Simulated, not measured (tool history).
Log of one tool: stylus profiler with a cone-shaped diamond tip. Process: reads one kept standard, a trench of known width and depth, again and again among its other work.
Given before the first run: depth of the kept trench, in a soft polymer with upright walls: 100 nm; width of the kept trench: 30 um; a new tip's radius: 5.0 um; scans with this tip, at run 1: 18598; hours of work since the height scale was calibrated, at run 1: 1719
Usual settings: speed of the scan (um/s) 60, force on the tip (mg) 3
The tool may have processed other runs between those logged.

run	hour	speed of the scan (um/s)	force on the tip (mg)	scans with this tip	hours of work since the height scale was calibrated	depth of the trench (angstrom)	width of the trench's floor (um)
1	0	60	3	18598	1719	1012.5	27.82
2	41.9	60	3	18934	1750	1012.1	27.76
3	93.9	60	1.78	19350	1788	1008.1	27.8
4	157.3	60	5.57	19858	1835	1017.9	27.87
5	192.2	60	5.57	20137	1861	1018	27.83
6	256.5	60	3	20652	1909	1012.2	27.77
7	295	60	3	20960	1937	1011.9	27.78
8	342.9	60	3	21344	1972	1011.9	27.82
9	372.7	60	3	21582	1995	1011.7	27.81
10	419.6	60	3	21957	2029	1012.6	27.72
# hour 468.9: new tip fitted, height scale calibrated
11	485.7	60	7.74	135	12	1022.6	27.86
12	529.2	19	4.52	483	45	1015.8	27.97
13	594.8	172	8.13	1009	93	1023.3	27.71
14	657.6	172	8.13	1511	140	1022.8	27.72
15	697.3	131	4.74	1830	169	1016.7	27.68
16	735.5	35	2.41	2135	197	1009.8	27.88
17	779.5	33	8.81	2487	230	1025.1	27.92
18	816.9	83	7.74	2787	258	1022.8	27.88
19	861.2	60	6.23	3142	290	1020.1	27.91
20	888.6	18	2.55	3361	311	1010.5	27.93

How the hidden state differs across the entries between the runs, from the last listed run before each to the first after it:
Runs 10 to 11: new tip fitted, height scale calibrated (hour 468.9)
  radius of the tip, um: 5.07 -> 5; height scale over the true one, %: -0.007 -> 0
